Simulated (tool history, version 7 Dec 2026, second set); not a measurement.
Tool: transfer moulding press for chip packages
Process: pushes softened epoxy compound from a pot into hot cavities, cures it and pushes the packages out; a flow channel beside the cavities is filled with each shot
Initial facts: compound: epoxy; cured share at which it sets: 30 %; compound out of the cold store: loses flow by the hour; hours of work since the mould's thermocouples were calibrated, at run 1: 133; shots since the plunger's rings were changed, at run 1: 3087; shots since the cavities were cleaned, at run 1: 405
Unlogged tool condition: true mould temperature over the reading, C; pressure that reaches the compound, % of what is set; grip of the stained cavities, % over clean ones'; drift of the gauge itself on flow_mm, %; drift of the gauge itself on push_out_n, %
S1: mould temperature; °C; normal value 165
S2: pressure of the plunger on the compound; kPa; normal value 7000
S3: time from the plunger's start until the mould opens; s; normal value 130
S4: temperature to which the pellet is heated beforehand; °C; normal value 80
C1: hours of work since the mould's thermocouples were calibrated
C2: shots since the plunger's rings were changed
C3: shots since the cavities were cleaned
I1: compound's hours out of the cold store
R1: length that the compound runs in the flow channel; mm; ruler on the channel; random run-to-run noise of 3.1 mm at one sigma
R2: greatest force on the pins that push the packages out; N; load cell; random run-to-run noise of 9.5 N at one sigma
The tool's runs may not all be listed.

{"run": 1, "hour": 0.0, "S1": 165, "S2": 7000, "S3": 130, "S4": 80, "C1": 133, "C2": 3087, "C3": 405, "I1": 18.1, "R1": 697, "R2": 642}
{"run": 2, "hour": 12.8, "S1": 166, "S2": 7000, "S3": 130, "S4": 80, "C1": 140, "C2": 3181, "C3": 499, "I1": 15, "R1": 705, "R2": 655}
{"run": 3, "hour": 22.5, "S1": 165, "S2": 7000, "S3": 130, "S4": 80, "C1": 145, "C2": 3252, "C3": 570, "I1": 47.4, "R1": 616, "R2": 650}
{"run": 4, "hour": 30.4, "S1": 165, "S2": 7440, "S3": 130, "S4": 80, "C1": 149, "C2": 3311, "C3": 629, "I1": 30.3, "R1": 674, "R2": 679}
{"hour": 43.4, "done": "cavities cleaned with cleaning compound and waxed"}
{"run": 5, "hour": 47.1, "S1": 165, "S2": 7440, "S3": 130, "S4": 80, "C1": 157, "C2": 3423, "C3": 28, "I1": 24.8, "R1": 697, "R2": 465}
{"run": 6, "hour": 57.8, "S1": 158, "S2": 7000, "S3": 130, "S4": 80, "C1": 162, "C2": 3501, "C3": 106, "I1": 18.2, "R1": 719, "R2": 790}
{"run": 7, "hour": 65.8, "S1": 158, "S2": 7000, "S3": 130, "S4": 80, "C1": 166, "C2": 3560, "C3": 165, "I1": 28, "R1": 689, "R2": 832}
{"run": 8, "hour": 79.1, "S1": 158, "S2": 7000, "S3": 130, "S4": 80, "C1": 173, "C2": 3658, "C3": 263, "I1": 43.9, "R1": 645, "R2": 853}
{"run": 9, "hour": 86.7, "S1": 158, "S2": 7000, "S3": 130, "S4": 80, "C1": 177, "C2": 3714, "C3": 319, "I1": 22.4, "R1": 711, "R2": 950}
{"run": 10, "hour": 96.0, "S1": 165, "S2": 7000, "S3": 130, "S4": 80, "C1": 182, "C2": 3782, "C3": 387, "I1": 47.9, "R1": 612, "R2": 600}
{"run": 11, "hour": 108.7, "S1": 165, "S2": 7000, "S3": 130, "S4": 80, "C1": 189, "C2": 3876, "C3": 481, "I1": 38.4, "R1": 635, "R2": 650}
{"run": 12, "hour": 125.0, "S1": 165, "S2": 7000, "S3": 130, "S4": 80, "C1": 197, "C2": 3995, "C3": 600, "I1": 20.4, "R1": 680, "R2": 655}
{"run": 13, "hour": 133.7, "S1": 165, "S2": 7000, "S3": 130, "S4": 80, "C1": 201, "C2": 4059, "C3": 664, "I1": 44.5, "R1": 617, "R2": 666}
{"hour": 136.4, "done": "mould's thermocouples calibrated"}
{"hour": 143.8, "done": "cavities cleaned with cleaning compound and waxed"}
{"run": 14, "hour": 143.8, "S1": 165, "S2": 6300, "S3": 130, "S4": 80, "C1": 3, "C2": 4108, "C3": 0, "I1": 46.7, "R1": 583, "R2": 463}
{"run": 15, "hour": 156.7, "S1": 167, "S2": 7000, "S3": 150, "S4": 81, "C1": 10, "C2": 4203, "C3": 95, "I1": 40.1, "R1": 624, "R2": 430}
{"run": 16, "hour": 168.4, "S1": 161, "S2": 7000, "S3": 130, "S4": 70, "C1": 16, "C2": 4288, "C3": 180, "I1": 38.3, "R1": 643, "R2": 694}
{"hour": 181.7, "done": "mould's thermocouples calibrated, once more"}
{"run": 17, "hour": 183.2, "S1": 161, "S2": 7000, "S3": 130, "S4": 70, "C1": 1, "C2": 4383, "C3": 275, "I1": 34.5, "R1": 658, "R2": 707}
{"run": 18, "hour": 197.1, "S1": 161, "S2": 6290, "S3": 151, "S4": 86, "C1": 8, "C2": 4485, "C3": 377, "I1": 17.3, "R1": 665, "R2": 597}
{"run": 19, "hour": 208.8, "S1": 164, "S2": 6120, "S3": 163, "S4": 89, "C1": 14, "C2": 4571, "C3": 463, "I1": 38, "R1": 588, "R2": 572}
{"run": 20, "hour": 220.6, "S1": 164, "S2": 6120, "S3": 163, "S4": 89, "C1": 20, "C2": 4658, "C3": 550, "I1": 37.5, "R1": 590, "R2": 595}
{"run": 21, "hour": 236.7, "S1": 164, "S2": 6340, "S3": 163, "S4": 89, "C1": 28, "C2": 4776, "C3": 668, "I1": 36.2, "R1": 601, "R2": 583}
{"hour": 245.7, "done": "cavities cleaned with cleaning compound and waxed"}
{"run": 22, "hour": 249.3, "S1": 164, "S2": 6340, "S3": 163, "S4": 89, "C1": 34, "C2": 4858, "C3": 27, "I1": 14.3, "R1": 664, "R2": 398}
{"run": 23, "hour": 265.1, "S1": 165, "S2": 7820, "S3": 130, "S4": 89, "C1": 42, "C2": 4974, "C3": 143, "I1": 40.8, "R1": 655, "R2": 532}
{"run": 24, "hour": 273.6, "S1": 172, "S2": 7350, "S3": 130, "S4": 80, "C1": 47, "C2": 5036, "C3": 205, "I1": 33.1, "R1": 631, "R2": 497}
{"run": 25, "hour": 284.1, "S1": 158, "S2": 7000, "S3": 167, "S4": 71, "C1": 52, "C2": 5113, "C3": 282, "I1": 13, "R1": 715, "R2": 640}
{"run": 26, "hour": 292.1, "S1": 158, "S2": 7330, "S3": 132, "S4": 71, "C1": 56, "C2": 5173, "C3": 342, "I1": 15.3, "R1": 719, "R2": 883}

What does the tool deliver on the next run?
{"run": 27, "hour": 298.7, "S1": 158, "S2": 7330, "S3": 132, "S4": 71, "C1": 59, "C2": 5221, "C3": 390, "I1": 17.7, "R1": "?", "R2": "?"}

Run 27 yielded R1 724 mm, R2 960 N.
On a tool with no hidden condition, and with the same random variation, this run would have come out at R1 770 mm, R2 665 N.
